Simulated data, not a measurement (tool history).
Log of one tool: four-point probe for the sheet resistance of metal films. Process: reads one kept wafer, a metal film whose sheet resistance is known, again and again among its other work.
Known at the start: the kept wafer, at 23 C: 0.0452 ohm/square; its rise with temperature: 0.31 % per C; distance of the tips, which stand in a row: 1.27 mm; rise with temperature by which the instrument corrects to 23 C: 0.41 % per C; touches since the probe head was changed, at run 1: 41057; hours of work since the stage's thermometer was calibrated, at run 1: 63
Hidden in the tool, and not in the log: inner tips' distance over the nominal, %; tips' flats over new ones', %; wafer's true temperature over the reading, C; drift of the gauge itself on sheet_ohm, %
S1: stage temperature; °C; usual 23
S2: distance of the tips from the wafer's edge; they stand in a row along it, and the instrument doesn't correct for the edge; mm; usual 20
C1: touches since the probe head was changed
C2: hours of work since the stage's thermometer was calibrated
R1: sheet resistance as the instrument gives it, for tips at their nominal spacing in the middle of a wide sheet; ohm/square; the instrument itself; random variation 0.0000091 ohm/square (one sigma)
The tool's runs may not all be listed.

{"run": 1, "hour": 0.0, "S1": 23, "S2": 20, "C1": 41057, "C2": 63, "R1": 0.04502}
{"run": 2, "hour": 14.2, "S1": 23, "S2": 20, "C1": 41655, "C2": 70, "R1": 0.045026}
{"run": 3, "hour": 28.3, "S1": 25, "S2": 20, "C1": 42254, "C2": 77, "R1": 0.044946}
{"run": 4, "hour": 38.6, "S1": 25, "S2": 20, "C1": 42691, "C2": 82, "R1": 0.044948}
{"run": 5, "hour": 49.2, "S1": 25, "S2": 20, "C1": 43139, "C2": 87, "R1": 0.044924}
{"run": 6, "hour": 65.1, "S1": 25, "S2": 20, "C1": 43808, "C2": 94, "R1": 0.044928}
{"run": 7, "hour": 81.7, "S1": 25, "S2": 20, "C1": 44509, "C2": 102, "R1": 0.044943}
{"run": 8, "hour": 91.5, "S1": 24, "S2": 20, "C1": 44926, "C2": 107, "R1": 0.04496}
{"run": 9, "hour": 108.0, "S1": 24, "S2": 20, "C1": 45622, "C2": 115, "R1": 0.044968}
{"run": 10, "hour": 120.8, "S1": 24, "S2": 43, "C1": 46162, "C2": 121, "R1": 0.044904}
{"run": 11, "hour": 130.6, "S1": 24, "S2": 43, "C1": 46577, "C2": 126, "R1": 0.044905}
{"run": 12, "hour": 143.2, "S1": 19, "S2": 20, "C1": 47112, "C2": 132, "R1": 0.045193}
{"run": 13, "hour": 154.8, "S1": 23, "S2": 27, "C1": 47602, "C2": 138, "R1": 0.044959}
{"run": 14, "hour": 171.0, "S1": 23, "S2": 5, "C1": 48286, "C2": 146, "R1": 0.046404}
{"run": 15, "hour": 180.5, "S1": 23, "S2": 5, "C1": 48689, "C2": 150, "R1": 0.046421}
{"run": 16, "hour": 194.3, "S1": 23, "S2": 5, "C1": 49271, "C2": 157, "R1": 0.046406}
{"run": 17, "hour": 204.4, "S1": 23, "S2": 5, "C1": 49699, "C2": 162, "R1": 0.046399}
{"run": 18, "hour": 211.4, "S1": 19, "S2": 20, "C1": 49994, "C2": 165, "R1": 0.04517}
{"run": 19, "hour": 220.2, "S1": 19, "S2": 20, "C1": 50368, "C2": 170, "R1": 0.045163}
{"hour": 221.9, "done": "stage's thermometer calibrated"}
{"run": 20, "hour": 228.8, "S1": 19, "S2": 20, "C1": 50709, "C2": 3, "R1": 0.045158}
{"run": 21, "hour": 240.0, "S1": 19, "S2": 20, "C1": 51183, "C2": 9, "R1": 0.045161}
{"run": 22, "hour": 253.7, "S1": 19, "S2": 20, "C1": 51760, "C2": 15, "R1": 0.045171}
{"run": 23, "hour": 269.0, "S1": 32, "S2": 18, "C1": 52409, "C2": 23, "R1": 0.044646}
{"run": 24, "hour": 276.2, "S1": 32, "S2": 18, "C1": 52711, "C2": 26, "R1": 0.044646}
{"run": 25, "hour": 287.8, "S1": 28, "S2": 7, "C1": 53202, "C2": 32, "R1": 0.045456}
{"run": 26, "hour": 295.7, "S1": 28, "S2": 7, "C1": 53538, "C2": 36, "R1": 0.045459}
{"run": 27, "hour": 303.9, "S1": 23, "S2": 20, "C1": 53882, "C2": 40, "R1": 0.044975}
{"run": 28, "hour": 314.3, "S1": 34, "S2": 25, "C1": 54324, "C2": 45, "R1": 0.044497}
{"hour": 317.0, "done": "stage's thermometer calibrated, once more"}
{"run": 29, "hour": 330.6, "S1": 19, "S2": 7, "C1": 54989, "C2": 7, "R1": 0.045839}
{"run": 30, "hour": 341.8, "S1": 22, "S2": 9, "C1": 55463, "C2": 12, "R1": 0.045418}
{"run": 31, "hour": 351.8, "S1": 18, "S2": 45, "C1": 55889, "C2": 17, "R1": 0.045122}
{"run": 32, "hour": 365.9, "S1": 18, "S2": 45, "C1": 56482, "C2": 24, "R1": 0.045108}
{"run": 33, "hour": 382.2, "S1": 18, "S2": 9, "C1": 57174, "C2": 32, "R1": 0.045569}
{"run": 34, "hour": 394.2, "S1": 28, "S2": 6, "C1": 57681, "C2": 38, "R1": 0.045741}
{"run": 35, "hour": 407.5, "S1": 23, "S2": 11, "C1": 58241, "C2": 44, "R1": 0.045186}
{"run": 36, "hour": 416.3, "S1": 23, "S2": 11, "C1": 58615, "C2": 48, "R1": 0.045193}
{"run": 37, "hour": 430.3, "S1": 23, "S2": 11, "C1": 59206, "C2": 55, "R1": 0.045189}
{"run": 38, "hour": 441.0, "S1": 21, "S2": 12, "C1": 59660, "C2": 60, "R1": 0.045215}
{"run": 39, "hour": 457.5, "S1": 23, "S2": 16, "C1": 60357, "C2": 68, "R1": 0.045021}
{"run": 40, "hour": 469.8, "S1": 32, "S2": 26, "C1": 60877, "C2": 74, "R1": 0.044552}
{"run": 41, "hour": 478.7, "S1": 23, "S2": 14, "C1": 61251, "C2": 79, "R1": 0.045069}
{"run": 42, "hour": 489.7, "S1": 18, "S2": 12, "C1": 61718, "C2": 84, "R1": 0.045366}
{"run": 43, "hour": 499.0, "S1": 33, "S2": 7, "C1": 62109, "C2": 88, "R1": 0.045216}
{"run": 44, "hour": 510.4, "S1": 32, "S2": 20, "C1": 62592, "C2": 94, "R1": 0.044586}

Hidden state at the last listed run before each entry between runs and at the first one after, where it differs:
Between runs 19 and 20: stage's thermometer calibrated (hour 221.9)
  inner tips' distance over the nominal, %: -0.624 -> -0.627; tips' flats over new ones', %: 50 -> 51
  measured less the result without the state, R1: -0.000306 -> -0.000308 ohm/square
Between runs 28 and 29: stage's thermometer calibrated, once more (hour 317)
  inner tips' distance over the nominal, %: -0.652 -> -0.657; tips' flats over new ones', %: 54 -> 55; wafer's true temperature over the reading, C: 0.02 -> 0
  measured less the result without the state, R1: -0.000313 -> -0.000328 ohm/square

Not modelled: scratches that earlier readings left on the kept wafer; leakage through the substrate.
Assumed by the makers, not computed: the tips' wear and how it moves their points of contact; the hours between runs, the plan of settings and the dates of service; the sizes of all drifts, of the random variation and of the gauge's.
